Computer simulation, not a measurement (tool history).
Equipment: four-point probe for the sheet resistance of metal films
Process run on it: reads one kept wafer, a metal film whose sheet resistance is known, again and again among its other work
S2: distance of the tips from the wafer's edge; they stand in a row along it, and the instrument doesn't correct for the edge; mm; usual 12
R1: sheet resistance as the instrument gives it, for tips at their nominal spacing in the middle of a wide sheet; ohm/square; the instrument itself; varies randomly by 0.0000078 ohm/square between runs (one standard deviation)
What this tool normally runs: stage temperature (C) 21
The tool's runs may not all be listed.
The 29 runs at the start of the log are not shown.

{"run": 30, "hour": 1171.5, "stage temperature (C)": 28, "S2": 7, "R1": 0.038851}
{"run": 31, "hour": 1198.6, "stage temperature (C)": 25, "S2": 12, "R1": 0.038843}
{"run": 32, "hour": 1221.5, "stage temperature (C)": 25, "S2": 12, "R1": 0.038842}
{"run": 33, "hour": 1274.6, "stage temperature (C)": 27, "S2": 20, "R1": 0.038762}
{"run": 34, "hour": 1315.7, "stage temperature (C)": 27, "S2": 20, "R1": 0.038764}
{"run": 35, "hour": 1346.7, "stage temperature (C)": 24, "S2": 51, "R1": 0.038821}
{"run": 36, "hour": 1394.8, "stage temperature (C)": 30, "S2": 15, "R1": 0.038718}
{"run": 37, "hour": 1428.8, "stage temperature (C)": 32, "S2": 10, "R1": 0.038683}
{"run": 38, "hour": 1464.0, "stage temperature (C)": 20, "S2": 26, "R1": 0.038918}
{"run": 39, "hour": 1488.2, "stage temperature (C)": 25, "S2": 41, "R1": 0.038797}
{"run": 40, "hour": 1523.7, "stage temperature (C)": 25, "S2": 41, "R1": 0.038807}
{"run": 41, "hour": 1553.5, "stage temperature (C)": 25, "S2": 41, "R1": 0.038805}
{"run": 42, "hour": 1583.2, "stage temperature (C)": 25, "S2": 41, "R1": 0.038793}
{"run": 43, "hour": 1632.0, "stage temperature (C)": 21, "S2": 39, "R1": 0.038903}
{"run": 44, "hour": 1668.1, "stage temperature (C)": 21, "S2": 40, "R1": 0.038881}
{"run": 45, "hour": 1718.6, "stage temperature (C)": 19, "S2": 66, "R1": 0.038926}
{"run": 46, "hour": 1767.5, "stage temperature (C)": 34, "S2": 3, "R1": 0.039172}

Forecast each of these 3 alternatives for the next run:
{"run": "A", "hour": 1817.3, "stage temperature (C)": 21, "S2": 42, "R1": "?"}
{"run": "B", "hour": 1817.3, "stage temperature (C)": 25, "S2": 36, "R1": "?"}
{"run": "C", "hour": 1817.3, "stage temperature (C)": 26, "S2": 29, "R1": "?"}

run=A R1=0.03888
run=B R1=0.038786
run=C R1=0.038759
Stripped of hidden state, with their random variation kept, the same runs would have yielded:
run=A R1=0.039053
run=B R1=0.03896
run=C R1=0.038933
